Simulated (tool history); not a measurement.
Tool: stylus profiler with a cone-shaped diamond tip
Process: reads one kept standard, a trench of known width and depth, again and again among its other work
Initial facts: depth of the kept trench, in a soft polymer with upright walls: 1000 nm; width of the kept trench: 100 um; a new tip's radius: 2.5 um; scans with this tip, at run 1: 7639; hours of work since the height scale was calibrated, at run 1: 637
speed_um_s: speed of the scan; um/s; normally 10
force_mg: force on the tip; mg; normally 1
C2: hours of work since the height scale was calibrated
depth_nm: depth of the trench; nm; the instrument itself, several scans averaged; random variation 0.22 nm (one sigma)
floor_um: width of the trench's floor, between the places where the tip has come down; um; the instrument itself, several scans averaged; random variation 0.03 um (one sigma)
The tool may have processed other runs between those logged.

Run 1, hour 0: usual settings; scans with this tip 7639; C2 637. Result: depth_nm 1008.96 nm, floor_um 94.78 um.
Run 2, hour 73.2: usual settings; scans with this tip 8090; C2 674. Result: depth_nm 1009.04 nm, floor_um 94.73 um.
Run 3, hour 132.3: usual settings; scans with this tip 8453; C2 704. Result: depth_nm 1009.11 nm, floor_um 94.66 um.
Run 4, hour 169: usual settings; scans with this tip 8679; C2 723. Result: depth_nm 1009.13 nm, floor_um 94.64 um.
Run 5, hour 238.1: usual settings; scans with this tip 9104; C2 759. Result: depth_nm 1009.25 nm, floor_um 94.58 um.
Run 6, hour 290.6: usual settings; scans with this tip 9427; C2 786. Result: depth_nm 1009.45 nm, floor_um 94.5 um.
Run 7, hour 355.2: usual settings; scans with this tip 9824; C2 819. Result: depth_nm 1009.08 nm, floor_um 94.48 um.
Run 8, hour 412: usual settings; scans with this tip 10173; C2 848. Result: depth_nm 1009.54 nm, floor_um 94.38 um.
Run 9, hour 455.5: usual settings; scans with this tip 10441; C2 870. Result: depth_nm 1009.35 nm, floor_um 94.44 um.
Run 10, hour 517.2: usual settings; scans with this tip 10820; C2 902. Result: depth_nm 1009.81 nm, floor_um 94.29 um.
Run 11, hour 551.5: usual settings but force_mg 0.41 mg; scans with this tip 11031; C2 919. Result: depth_nm 1006.36 nm, floor_um 94.3 um.
Run 12, hour 632.3: usual settings; scans with this tip 11528; C2 961. Result: depth_nm 1010.07 nm, floor_um 94.24 um.
Run 13, hour 671.9: usual settings but speed_um_s 39 um/s; scans with this tip 11772; C2 981. Result: depth_nm 1009.42 nm, floor_um 94.11 um.
Run 14, hour 739.8: usual settings but speed_um_s 39 um/s; scans with this tip 12189; C2 1016. Result: depth_nm 1010.01 nm, floor_um 94.02 um.
Run 15, hour 812.7: usual settings but speed_um_s 11 um/s; scans with this tip 12637; C2 1053. Result: depth_nm 1010.14 nm, floor_um 94.11 um.
Run 16, hour 884.8: usual settings but speed_um_s 11 um/s; scans with this tip 13081; C2 1090. Result: depth_nm 1010.21 nm, floor_um 94.08 um.
Run 17, hour 919.7: usual settings but speed_um_s 8 um/s, force_mg 2.23 mg; scans with this tip 13295; C2 1108. Result: depth_nm 1015.5 nm, floor_um 94.08 um.
Run 18, hour 980.1: usual settings but speed_um_s 2 um/s, force_mg 2.61 mg; scans with this tip 13667; C2 1139. Result: depth_nm 1016.6 nm, floor_um 94.08 um.
Run 19, hour 1037.8: usual settings but speed_um_s 3 um/s, force_mg 2.42 mg; scans with this tip 14022; C2 1168. Result: depth_nm 1016.29 nm, floor_um 94.01 um.
Run 20, hour 1083.1: usual settings but speed_um_s 3 um/s, force_mg 2.42 mg; scans with this tip 14300; C2 1192. Result: depth_nm 1016.41 nm, floor_um 93.99 um.
Run 21, hour 1119.4: usual settings but speed_um_s 13 um/s, force_mg 1.63 mg; scans with this tip 14524; C2 1210. Result: depth_nm 1013.42 nm, floor_um 93.86 um.
Run 22, hour 1163.6: usual settings but speed_um_s 13 um/s, force_mg 1.63 mg; scans with this tip 14795; C2 1233. Result: depth_nm 1013.83 nm, floor_um 93.83 um.
Run 23, hour 1211.3: usual settings but speed_um_s 13 um/s, force_mg 0.48 mg; scans with this tip 15089; C2 1257. Result: depth_nm 1008.12 nm, floor_um 93.84 um.
Run 24, hour 1275.3: usual settings but speed_um_s 13 um/s, force_mg 0.48 mg; scans with this tip 15482; C2 1290. Result: depth_nm 1008.08 nm, floor_um 93.75 um.
Run 25, hour 1343.3: usual settings but speed_um_s 13 um/s, force_mg 0.48 mg; scans with this tip 15900; C2 1325. Result: depth_nm 1007.66 nm, floor_um 93.75 um.
Run 26, hour 1420: usual settings but speed_um_s 13 um/s, force_mg 0.48 mg; scans with this tip 16372; C2 1364. Result: depth_nm 1007.72 nm, floor_um 93.63 um.
Run 27, hour 1460.7: usual settings but speed_um_s 19 um/s, force_mg 1.69 mg; scans with this tip 16623; C2 1385. Result: depth_nm 1014.09 nm, floor_um 93.62 um.
Run 28, hour 1499.4: usual settings but speed_um_s 19 um/s, force_mg 1.69 mg; scans with this tip 16860; C2 1405. Result: depth_nm 1013.93 nm, floor_um 93.54 um.
Run 29, hour 1537.1: usual settings but speed_um_s 31 um/s, force_mg 0.59 mg; scans with this tip 17092; C2 1424. Result: depth_nm 1009.12 nm, floor_um 93.38 um.
Run 30, hour 1579.3: usual settings but speed_um_s 18 um/s, force_mg 0.4 mg; scans with this tip 17352; C2 1446. Result: depth_nm 1007.92 nm, floor_um 93.51 um.
Run 31, hour 1661.2: usual settings but force_mg 0.91 mg; scans with this tip 17856; C2 1488. Result: depth_nm 1010.69 nm, floor_um 93.5 um.
Run 32, hour 1723.8: usual settings but force_mg 0.91 mg; scans with this tip 18240; C2 1520. Result: depth_nm 1010.7 nm, floor_um 93.43 um.

Alternative continuations, all from the tool just after run 32; predict every row:
Run A, hour 1772.8: usual settings but speed_um_s 19 um/s, force_mg 1.32 mg; scans with this tip 18542; C2 1545. Result: depth_nm ?, floor_um ?.
Run B, hour 1772.8: usual settings but speed_um_s 12 um/s; scans with this tip 18542; C2 1545. Result: depth_nm ?, floor_um ?.
Run C, hour 1772.8: usual settings but speed_um_s 6 um/s, force_mg 0.68 mg; scans with this tip 18542; C2 1545. Result: depth_nm ?, floor_um ?.
Run D, hour 1772.8: usual settings but speed_um_s 3 um/s, force_mg 2.69 mg; scans with this tip 18542; C2 1545. Result: depth_nm ?, floor_um ?.
Run E, hour 1772.8: usual settings but speed_um_s 17 um/s, force_mg 1.8 mg; scans with this tip 18542; C2 1545. Result: depth_nm ?, floor_um ?.

run  depth_nm  floor_um
  A    1012.7     93.36
  B   1011.34     93.42
  C   1009.71     93.49
  D   1018.05     93.54
  E   1014.66     93.43
Without the tool's hidden state the same runs would have given:
run  depth_nm  floor_um
  A   1008.34     95.85
  B   1006.99     95.91
  C   1005.36     95.98
  D   1013.67     96.03
  E    1010.3     95.92
